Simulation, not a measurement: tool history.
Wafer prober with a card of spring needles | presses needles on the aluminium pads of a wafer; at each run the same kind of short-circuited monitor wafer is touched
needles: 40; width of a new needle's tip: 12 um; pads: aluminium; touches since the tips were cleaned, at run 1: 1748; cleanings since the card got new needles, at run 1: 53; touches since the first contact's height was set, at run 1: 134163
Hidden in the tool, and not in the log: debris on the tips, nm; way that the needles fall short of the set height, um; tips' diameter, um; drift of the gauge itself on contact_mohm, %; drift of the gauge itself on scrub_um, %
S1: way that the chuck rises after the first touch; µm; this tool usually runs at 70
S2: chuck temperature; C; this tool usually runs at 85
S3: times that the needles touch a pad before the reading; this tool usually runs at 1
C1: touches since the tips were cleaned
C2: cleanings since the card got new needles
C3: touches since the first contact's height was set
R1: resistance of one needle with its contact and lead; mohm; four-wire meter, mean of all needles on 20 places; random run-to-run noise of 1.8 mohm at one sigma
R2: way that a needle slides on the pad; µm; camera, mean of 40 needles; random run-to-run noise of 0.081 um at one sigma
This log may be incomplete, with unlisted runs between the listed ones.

run    hour  S1  S2  S3    C1   C2      C3   R1     R2
  1     0.0  70  85   1  1748   53  134163  209  19.37
        1.6  -- tips cleaned on abrasive film
        9.5  -- tips cleaned on abrasive film
       17.4  -- tips cleaned on abrasive film
       23.8  -- tips cleaned on abrasive film
       30.1  -- tips cleaned on abrasive film
       36.4  -- tips cleaned on abrasive film
       42.8  -- tips cleaned on abrasive film
  2    47.8  70  85   1  1828   60  151201  206  19.50
       49.5  -- tips cleaned on abrasive film
       57.4  -- tips cleaned on abrasive film
       65.3  -- tips cleaned on abrasive film
       71.6  -- tips cleaned on abrasive film
       77.9  -- tips cleaned on abrasive film
       85.8  -- tips cleaned on abrasive film
       93.7  -- tips cleaned on abrasive film
      100.1  -- tips cleaned on abrasive film
      108.0  -- tips cleaned on abrasive film
      115.9  -- tips cleaned on abrasive film
  3   119.2  70  85   1  1200   70  176628  207  19.32
      122.4  -- tips cleaned on abrasive film
      128.7  -- tips cleaned on abrasive film
      135.1  -- tips cleaned on abrasive film
      138.5  -- height of the first contact set anew
      141.7  -- tips cleaned on abrasive film
      148.0  -- tips cleaned on abrasive film
      155.9  -- tips cleaned on abrasive film
      163.8  -- tips cleaned on abrasive film
      170.2  -- tips cleaned on abrasive film
  4   170.6  70  31   1   142   78   11412  197  19.42
      176.9  -- tips cleaned on abrasive film
      183.2  -- tips cleaned on abrasive film
      189.6  -- tips cleaned on abrasive film
      195.9  -- tips cleaned on abrasive film
      202.2  -- tips cleaned on abrasive film
      210.1  -- tips cleaned on abrasive film
  5   212.5  70  31   1   848   84   26348  195  19.39
      217.3  -- tips cleaned on abrasive film
      223.6  -- tips cleaned on abrasive film
      231.5  -- tips cleaned on abrasive film
      239.4  -- tips cleaned on abrasive film
      247.3  -- tips cleaned on abrasive film
      255.2  -- tips cleaned on abrasive film
      261.5  -- tips cleaned on abrasive film
      267.8  -- tips cleaned on abrasive film
      274.2  -- tips cleaned on abrasive film
      280.9  -- tips cleaned on abrasive film
  6   280.9  70  31   1     0   94   50725  193  19.32
      287.3  -- tips cleaned on abrasive film
      295.1  -- tips cleaned on abrasive film
      301.5  -- tips cleaned on abrasive film
      307.8  -- tips cleaned on abrasive film
      314.1  -- tips cleaned on abrasive film
      322.0  -- tips cleaned on abrasive film
      328.4  -- tips cleaned on abrasive film
      336.3  -- tips cleaned on abrasive film
  7   340.7  70  31   1  1619  102   72066  196  19.39
      344.0  -- tips cleaned on abrasive film
      350.3  -- tips cleaned on abrasive film
      356.6  -- tips cleaned on abrasive film
      363.0  -- tips cleaned on abrasive film
      370.9  -- tips cleaned on abrasive film
  8   374.1  70  31   1  1166  107   83938  196  19.30
      377.3  -- tips cleaned on abrasive film
      385.2  -- tips cleaned on abrasive film
      393.1  -- tips cleaned on abrasive film
      399.4  -- tips cleaned on abrasive film
      407.3  -- tips cleaned on abrasive film
      415.2  -- tips cleaned on abrasive film
  9   417.4  70  31   3   782  113   99373  195  19.35
      422.2  -- tips cleaned on abrasive film
      428.5  -- tips cleaned on abrasive film
      434.8  -- tips cleaned on abrasive film
      441.2  -- tips cleaned on abrasive film
      449.1  -- tips cleaned on abrasive film
      455.4  -- tips cleaned on abrasive film
      461.7  -- tips cleaned on abrasive film
 10   466.5  70  31   3  1724  120  116874  196  19.30
      468.2  -- tips cleaned on abrasive film
      474.5  -- tips cleaned on abrasive film
      480.8  -- tips cleaned on abrasive film
      487.2  -- tips cleaned on abrasive film
      495.1  -- tips cleaned on abrasive film
      502.9  -- tips cleaned on abrasive film
      510.8  -- tips cleaned on abrasive film
      517.2  -- tips cleaned on abrasive film
      524.7  -- tips cleaned on abrasive film
 11   524.7  86  40   2     0  129  137571  196  23.60
      531.0  -- tips cleaned on abrasive film
      538.9  -- tips cleaned on abrasive film
      545.2  -- tips cleaned on abrasive film
      553.1  -- tips cleaned on abrasive film
      559.4  -- tips cleaned on abrasive film
 12   559.6  77  25   1    63  134  150030  194  21.44
      565.9  -- tips cleaned on abrasive film
      572.3  -- tips cleaned on abrasive film
      580.2  -- tips cleaned on abrasive film
      586.5  -- tips cleaned on abrasive film
      592.8  -- tips cleaned on abrasive film
      599.2  -- tips cleaned on abrasive film
      607.1  -- tips cleaned on abrasive film
      613.8  -- tips cleaned on abrasive film
 13   613.8  77  25   1     0  142  169318  194  21.13
      621.7  -- tips cleaned on abrasive film
      628.0  -- tips cleaned on abrasive film
      635.9  -- tips cleaned on abrasive film
      642.2  -- tips cleaned on abrasive film
      648.6  -- tips cleaned on abrasive film
      653.5  -- height of the first contact set anew
      655.2  -- tips cleaned on abrasive film
      661.5  -- tips cleaned on abrasive film
      667.9  -- tips cleaned on abrasive film
      675.8  -- tips cleaned on abrasive film
      683.7  -- tips cleaned on abrasive film
 14   683.9  77  25   1    99  152   10805  194  21.00
      690.3  -- tips cleaned on abrasive film
      698.2  -- tips cleaned on abrasive film
      706.0  -- tips cleaned on abrasive film
      712.4  -- tips cleaned on abrasive film
      718.7  -- tips cleaned on abrasive film
      725.1  -- tips cleaned on abrasive film
      731.4  -- tips cleaned on abrasive film
 15   734.4  77  25   1  1072  159   28778  195  21.02
      739.1  -- tips cleaned on abrasive film
      745.5  -- tips cleaned on abrasive film
      753.4  -- tips cleaned on abrasive film
      759.7  -- tips cleaned on abrasive film
      766.0  -- tips cleaned on abrasive film
 16   770.8  77  25   1  1711  164   41758  195  20.97
      772.4  -- tips cleaned on abrasive film
      778.8  -- tips cleaned on abrasive film
      785.1  -- tips cleaned on abrasive film
      791.4  -- tips cleaned on abrasive film
      797.8  -- tips cleaned on abrasive film
      805.7  -- tips cleaned on abrasive film
      812.0  -- tips cleaned on abrasive film
      819.9  -- tips cleaned on abrasive film
      827.8  -- tips cleaned on abrasive film
      834.1  -- tips cleaned on abrasive film
      840.4  -- tips cleaned on abrasive film
 17   843.8  77  25   1  1200  175   67751  190  20.97
      847.0  -- tips cleaned on abrasive film
      853.3  -- tips cleaned on abrasive film
      859.7  -- tips cleaned on abrasive film
      866.0  -- tips cleaned on abrasive film
      873.9  -- tips cleaned on abrasive film
      880.2  -- tips cleaned on abrasive film
      886.6  -- tips cleaned on abrasive film
      892.9  -- tips cleaned on abrasive film
      899.2  -- tips cleaned on abrasive film
      907.1  -- tips cleaned on abrasive film
      913.5  -- tips cleaned on abrasive film
 18   914.2  51  76   1   265  186   92812  206  13.81
      920.5  -- tips cleaned on abrasive film
      926.9  -- tips cleaned on abrasive film
      934.8  -- tips cleaned on abrasive film
      941.1  -- tips cleaned on abrasive film
      947.4  -- tips cleaned on abrasive film
      955.3  -- tips cleaned on abrasive film
      961.7  -- tips cleaned on abrasive film
 19   967.5  51  76   1  2112  193  111829  208  13.93
      969.2  -- tips cleaned on abrasive film
      975.5  -- tips cleaned on abrasive film
      983.4  -- tips cleaned on abrasive film
      991.3  -- tips cleaned on abrasive film
      997.6  -- tips cleaned on abrasive film
     1003.9  -- tips cleaned on abrasive film
     1010.3  -- tips cleaned on abrasive film
     1016.6  -- tips cleaned on abrasive film
 20  1019.7  54  49   1  1126  201  130422  202  14.71

Table of differences, measured result less the result of that run with no hidden state. Run-to-run variation is the same in both. Gauge scatter possibly is not:
run     R2
  1  -0.02
  2  -0.05
  3  -0.08
  4  -0.07
  5  -0.09
  6  -0.12
  7  -0.15
  8  -0.16
  9  -0.19
 10  -0.21
 11  -0.28
 12  -0.28
 13  -0.30
 14  -0.29
 15  -0.33
 16  -0.34
 17  -0.38
 18  -0.28
 19  -0.30
 20  -0.33
For R1, the value without the hidden state is never more than 1 mohm from the measured value.

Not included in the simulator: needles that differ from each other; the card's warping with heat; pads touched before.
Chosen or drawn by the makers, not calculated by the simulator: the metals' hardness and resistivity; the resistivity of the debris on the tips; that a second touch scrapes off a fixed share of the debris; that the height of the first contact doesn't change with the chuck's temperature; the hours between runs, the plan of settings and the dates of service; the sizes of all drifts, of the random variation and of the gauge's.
